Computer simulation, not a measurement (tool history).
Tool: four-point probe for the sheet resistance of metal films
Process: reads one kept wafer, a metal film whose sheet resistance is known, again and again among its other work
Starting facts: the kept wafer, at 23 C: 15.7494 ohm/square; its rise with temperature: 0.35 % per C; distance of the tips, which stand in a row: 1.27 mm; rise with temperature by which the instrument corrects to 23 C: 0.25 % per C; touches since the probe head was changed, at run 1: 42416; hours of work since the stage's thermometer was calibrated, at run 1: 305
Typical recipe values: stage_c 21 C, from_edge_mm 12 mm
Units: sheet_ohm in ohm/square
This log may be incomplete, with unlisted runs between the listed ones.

run   hour  stage_c  from_edge_mm  touches since the probe head was changed  hours of work since the stage's thermometer was calibrated  sheet_ohm
  1    0.0       21            12                                     42416                                                         305  15.820485
  2   11.3       21            12                                     42722                                                         310  15.814908
  3   33.1       21             8                                     43313                                                         322  15.930625
  4   45.3       21            12                                     43643                                                         328  15.812219
  5   55.1       29            12                                     43909                                                         333  15.930602
  6   66.1       29            11                                     44205                                                         338  15.950394
  7   76.2       29            11                                     44480                                                         344  15.950475
  8   96.6       31            12                                     45032                                                         354  15.963933
  9  114.7       29             5                                     45521                                                         363  16.371437
 10  132.0       32             7                                     45991                                                         372  16.161290

Consider 3 possible next runs. They are alternatives, not a sequence: every one starts from the tool as it was left by run 10. What does each give?
  A  144.7       34             5                                     46333                                                         379          ?
  B  144.7       28            67                                     46333                                                         379          ?
  C  144.7       32            25                                     46333                                                         379          ?

run  sheet_ohm
  A  16.440963
  B  15.825233
  C  15.905691
Had the tool no hidden state, the same runs would have come out as:
run  sheet_ohm
  A  16.441300
  B  15.825559
  C  15.906018

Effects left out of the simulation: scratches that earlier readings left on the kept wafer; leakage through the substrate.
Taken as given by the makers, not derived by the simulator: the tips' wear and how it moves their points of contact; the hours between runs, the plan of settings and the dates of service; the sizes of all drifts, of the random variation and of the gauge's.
